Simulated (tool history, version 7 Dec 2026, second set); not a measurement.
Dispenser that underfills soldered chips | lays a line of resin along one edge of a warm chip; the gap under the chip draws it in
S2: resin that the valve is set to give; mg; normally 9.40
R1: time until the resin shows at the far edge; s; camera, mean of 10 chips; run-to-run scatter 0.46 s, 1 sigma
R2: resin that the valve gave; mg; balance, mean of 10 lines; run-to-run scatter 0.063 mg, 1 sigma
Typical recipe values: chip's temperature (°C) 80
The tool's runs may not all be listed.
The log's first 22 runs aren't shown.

-- day=6.538 new syringe of resin
-- day=6.838 new syringe of resin
run 23 day=6.900 | chip's_temperature_(°C)=89 S2=10.45 | R1=27.1 R2=10.32
-- day=7.133 new syringe of resin
run 24 day=7.171 | chip's_temperature_(°C)=89 S2=10.45 | R1=26.1 R2=10.40
-- day=7.438 new syringe of resin
run 25 day=7.492 | chip's_temperature_(°C)=88 S2=10.05 | R1=26.7 R2=9.87
-- day=7.742 new syringe of resin
run 26 day=7.904 | chip's_temperature_(°C)=80 S2=9.65 | R1=44.5 R2=9.52
-- day=8.042 new syringe of resin
run 27 day=8.312 | chip's_temperature_(°C)=78 S2=10.94 | R1=55.7 R2=10.65
-- day=8.354 new syringe of resin
run 28 day=8.512 | chip's_temperature_(°C)=74 S2=12.10 | R1=53.3 R2=11.68
-- day=8.667 new syringe of resin
run 29 day=8.742 | chip's_temperature_(°C)=67 S2=10.21 | R1=61.9 R2=9.75
-- day=8.975 new syringe of resin
run 30 day=9.046 | chip's_temperature_(°C)=68 S2=9.13 | R1=58.6 R2=8.71
-- day=9.279 new syringe of resin
run 31 day=9.304 | chip's_temperature_(°C)=80 S2=8.35 | R1=36.7 R2=7.89
-- day=9.596 new syringe of resin
run 32 day=9.683 | chip's_temperature_(°C)=80 S2=8.35 | R1=39.3 R2=7.96
-- day=9.925 new syringe of resin
run 33 day=10.112 | chip's_temperature_(°C)=80 S2=8.35 | R1=47.2 R2=7.92
-- day=10.254 new syringe of resin
run 34 day=10.467 | chip's_temperature_(°C)=85 S2=8.35 | R1=39.6 R2=7.83
-- day=10.588 new syringe of resin
run 35 day=10.700 | chip's_temperature_(°C)=76 S2=9.06 | R1=47.5 R2=8.49

Forecast each of these 3 alternatives for the next run:
-- day=10.892 new syringe of resin
run A day=10.988 | chip's_temperature_(°C)=66 S2=9.06 | R1=? R2=?
-- day=10.892 new syringe of resin
run B day=10.988 | chip's_temperature_(°C)=88 S2=8.26 | R1=? R2=?
-- day=10.892 new syringe of resin
run C day=10.988 | chip's_temperature_(°C)=80 S2=8.98 | R1=? R2=?

run=A R1=66.1 R2=8.40
run=B R1=29.9 R2=7.63
run=C R1=40.1 R2=8.31
Without the tool's unlogged condition, the same runs would have read:
run=A R1=59.4 R2=9.03
run=B R1=26.5 R2=8.20
run=C R1=35.9 R2=8.93

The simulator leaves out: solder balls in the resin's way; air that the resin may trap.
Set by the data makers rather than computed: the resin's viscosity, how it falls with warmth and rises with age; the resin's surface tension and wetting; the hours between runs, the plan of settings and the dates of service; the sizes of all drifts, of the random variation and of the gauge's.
